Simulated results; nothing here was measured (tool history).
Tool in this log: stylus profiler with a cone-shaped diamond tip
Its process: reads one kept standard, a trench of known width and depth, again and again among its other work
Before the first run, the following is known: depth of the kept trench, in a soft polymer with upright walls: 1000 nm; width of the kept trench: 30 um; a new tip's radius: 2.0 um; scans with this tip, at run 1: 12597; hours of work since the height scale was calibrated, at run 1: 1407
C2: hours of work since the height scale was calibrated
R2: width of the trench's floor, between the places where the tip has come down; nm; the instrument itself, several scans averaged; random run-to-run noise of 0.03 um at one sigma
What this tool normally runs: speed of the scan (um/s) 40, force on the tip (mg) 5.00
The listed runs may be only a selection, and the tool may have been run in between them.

Run 1, hour 0.0: usual settings; scans with this tip 12597; C2 1407. Result: depth of the trench (Å) 10182.3, R2 25210 nm.
Run 2, hour 50.9: usual settings; scans with this tip 12914; C2 1443. Result: depth of the trench (Å) 10183.8, R2 25250 nm.
Run 3, hour 136.7: usual settings; scans with this tip 13449; C2 1503. Result: depth of the trench (Å) 10187.1, R2 25190 nm.
Run 4, hour 234.0: usual settings; scans with this tip 14056; C2 1570. Result: depth of the trench (Å) 10191.6, R2 25210 nm.
Run 5, hour 335.3: usual settings; scans with this tip 14687; C2 1641. Result: depth of the trench (Å) 10190.9, R2 25130 nm.
Run 6, hour 379.1: usual settings but speed of the scan (um/s) 118; scans with this tip 14960; C2 1671. Result: depth of the trench (Å) 10195.4, R2 24790 nm.
Run 7, hour 474.1: usual settings but speed of the scan (um/s) 118; scans with this tip 15553; C2 1738. Result: depth of the trench (Å) 10197.3, R2 24740 nm.
Run 8, hour 528.6: usual settings but speed of the scan (um/s) 118; scans with this tip 15893; C2 1776. Result: depth of the trench (Å) 10200.3, R2 24680 nm.
Run 9, hour 630.1: usual settings; scans with this tip 16525; C2 1846. Result: depth of the trench (Å) 10204.3, R2 25030 nm.
Run 10, hour 720.2: usual settings but speed of the scan (um/s) 12, force on the tip (mg) 9.31; scans with this tip 17087; C2 1909. Result: depth of the trench (Å) 10260.3, R2 25120 nm.
Run 11, hour 765.1: usual settings but force on the tip (mg) 5.43; scans with this tip 17368; C2 1940. Result: depth of the trench (Å) 10216.6, R2 24940 nm.
Run 12, hour 860.6: usual settings but speed of the scan (um/s) 12, force on the tip (mg) 3.82; scans with this tip 17963; C2 2007. Result: depth of the trench (Å) 10193.3, R2 25020 nm.
Run 13, hour 905.2: usual settings but speed of the scan (um/s) 12, force on the tip (mg) 3.82; scans with this tip 18241; C2 2038. Result: depth of the trench (Å) 10195.8, R2 25030 nm.
Run 14, hour 957.8: usual settings but speed of the scan (um/s) 22, force on the tip (mg) 3.82; scans with this tip 18569; C2 2075. Result: depth of the trench (Å) 10196.8, R2 24900 nm.
Run 15, hour 1025.6: usual settings but speed of the scan (um/s) 57; scans with this tip 18992; C2 2122. Result: depth of the trench (Å) 10219.3, R2 24750 nm.
At hour 1071.1: height scale calibrated on a step standard.
Run 16, hour 1108.8: usual settings but speed of the scan (um/s) 35; scans with this tip 19507; C2 26. Result: depth of the trench (Å) 10111.9, R2 24850 nm.
Run 17, hour 1193.9: usual settings but speed of the scan (um/s) 32, force on the tip (mg) 2.69; scans with this tip 20038; C2 86. Result: depth of the trench (Å) 10073.4, R2 24780 nm.
Run 18, hour 1263.4: usual settings but speed of the scan (um/s) 121, force on the tip (mg) 8.60; scans with this tip 20471; C2 134. Result: depth of the trench (Å) 10167.4, R2 24520 nm.

What if the next run were any one of these 5? Each begins from the tool's condition after run 18:
Run A, hour 1308.2: usual settings but speed of the scan (um/s) 11, force on the tip (mg) 2.41; scans with this tip 20751; C2 165. Result: depth of the trench (Å) ?, R2 ?.
Run B, hour 1308.2: usual settings but speed of the scan (um/s) 25; scans with this tip 20751; C2 165. Result: depth of the trench (Å) ?, R2 ?.
Run C, hour 1308.2: usual settings but speed of the scan (um/s) 88, force on the tip (mg) 4.34; scans with this tip 20751; C2 165. Result: depth of the trench (Å) ?, R2 ?.
Run D, hour 1308.2: usual settings but speed of the scan (um/s) 58, force on the tip (mg) 4.14; scans with this tip 20751; C2 165. Result: depth of the trench (Å) ?, R2 ?.
Run E, hour 1308.2: usual settings but speed of the scan (um/s) 31, force on the tip (mg) 4.53; scans with this tip 20751; C2 165. Result: depth of the trench (Å) ?, R2 ?.

run  depth of the trench (Å)     R2
  A                  10075.3  24810
  B                  10119.6  24810
  C                  10113.7  24560
  D                  10107.5  24620
  E                  10111.5  24700
Take away the tool's hidden state, keep each run's random variation, and the runs would have read:
run  depth of the trench (Å)     R2
  A                  10065.0  26450
  B                  10109.2  26450
  C                  10103.3  26200
  D                  10097.1  26260
  E                  10101.2  26340
